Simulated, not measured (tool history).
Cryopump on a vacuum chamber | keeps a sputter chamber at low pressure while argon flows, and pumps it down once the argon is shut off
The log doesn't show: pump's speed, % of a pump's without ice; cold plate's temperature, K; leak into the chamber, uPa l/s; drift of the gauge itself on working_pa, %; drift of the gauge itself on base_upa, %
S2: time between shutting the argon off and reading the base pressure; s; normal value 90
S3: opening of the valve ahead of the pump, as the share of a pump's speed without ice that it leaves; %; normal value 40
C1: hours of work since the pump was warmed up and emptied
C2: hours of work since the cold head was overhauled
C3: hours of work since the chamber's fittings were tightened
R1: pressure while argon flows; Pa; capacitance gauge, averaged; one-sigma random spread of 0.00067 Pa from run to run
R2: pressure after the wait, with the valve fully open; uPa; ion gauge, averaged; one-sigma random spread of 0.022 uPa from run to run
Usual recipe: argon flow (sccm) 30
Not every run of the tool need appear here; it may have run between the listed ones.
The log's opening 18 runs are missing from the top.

run 19 day=25.904 | argon_flow_(sccm)=29 S2=20 S3=18 | C1=945 C2=945 C3=1552 | R1=0.2582 R2=2.35
run 20 day=26.962 | argon_flow_(sccm)=30 S2=25 S3=19 | C1=960 C2=960 C3=1567 | R1=0.2534 R2=2.16
run 21 day=28.442 | argon_flow_(sccm)=30 S2=110 S3=35 | C1=982 C2=982 C3=1589 | R1=0.1481 R2=1.28
run 22 day=30.05 | argon_flow_(sccm)=30 S2=110 S3=35 | C1=1005 C2=1005 C3=1612 | R1=0.1481 R2=1.34
run 23 day=31.838 | argon_flow_(sccm)=30 S2=110 S3=35 | C1=1031 C2=1031 C3=1638 | R1=0.1491 R2=1.38
run 24 day=33.588 | argon_flow_(sccm)=30 S2=51 S3=40 | C1=1056 C2=1056 C3=1663 | R1=0.1342 R2=1.69
run 25 day=34.533 | argon_flow_(sccm)=27 S2=100 S3=40 | C1=1070 C2=1070 C3=1677 | R1=0.1211 R2=1.46
run 26 day=36.475 | argon_flow_(sccm)=15 S2=198 S3=40 | C1=1098 C2=1098 C3=1705 | R1=0.0681 R2=1.33
-- day=37.862 pump warmed up, emptied and cooled again
run 27 day=38.133 | argon_flow_(sccm)=15 S2=198 S3=40 | C1=4 C2=1119 C3=1726 | R1=0.0557 R2=0.95
run 28 day=39.929 | argon_flow_(sccm)=15 S2=198 S3=40 | C1=30 C2=1145 C3=1752 | R1=0.0564 R2=0.93
run 29 day=41.517 | argon_flow_(sccm)=15 S2=198 S3=40 | C1=53 C2=1168 C3=1775 | R1=0.0563 R2=0.96
run 30 day=42.579 | argon_flow_(sccm)=15 S2=198 S3=40 | C1=68 C2=1183 C3=1790 | R1=0.0558 R2=0.98
run 31 day=44.388 | argon_flow_(sccm)=18 S2=198 S3=49 | C1=94 C2=1210 C3=1816 | R1=0.0546 R2=1.01
run 32 day=46.021 | argon_flow_(sccm)=18 S2=198 S3=49 | C1=118 C2=1233 C3=1840 | R1=0.0565 R2=0.97
run 33 day=47.054 | argon_flow_(sccm)=18 S2=198 S3=49 | C1=133 C2=1248 C3=1855 | R1=0.0561 R2=0.97

Branching from run 33: 5 alternative next runs. What would each branch give?
run A day=48.967 | argon_flow_(sccm)=57 S2=90 S3=40 | C1=161 C2=1276 C3=1883 | R1=? R2=?
run B day=48.967 | argon_flow_(sccm)=30 S2=76 S3=40 | C1=161 C2=1276 C3=1883 | R1=? R2=?
run C day=48.967 | argon_flow_(sccm)=37 S2=36 S3=34 | C1=161 C2=1276 C3=1883 | R1=? R2=?
run D day=48.967 | argon_flow_(sccm)=17 S2=44 S3=40 | C1=161 C2=1276 C3=1883 | R1=? R2=?
run E day=48.967 | argon_flow_(sccm)=22 S2=77 S3=40 | C1=161 C2=1276 C3=1883 | R1=? R2=?

run=A R1=0.2165 R2=1.18
run=B R1=0.1149 R2=1.26
run=C R1=0.165 R2=1.63
run=D R1=0.064 R2=1.48
run=E R1=0.084 R2=1.23
The same runs, with their run-to-run variation unchanged, on a tool lacking any hidden condition would have given:
run=A R1=0.2107 R2=0.55
run=B R1=0.1118 R2=0.63
run=C R1=0.1612 R2=0.99
run=D R1=0.0623 R2=0.86
run=E R1=0.0817 R2=0.6
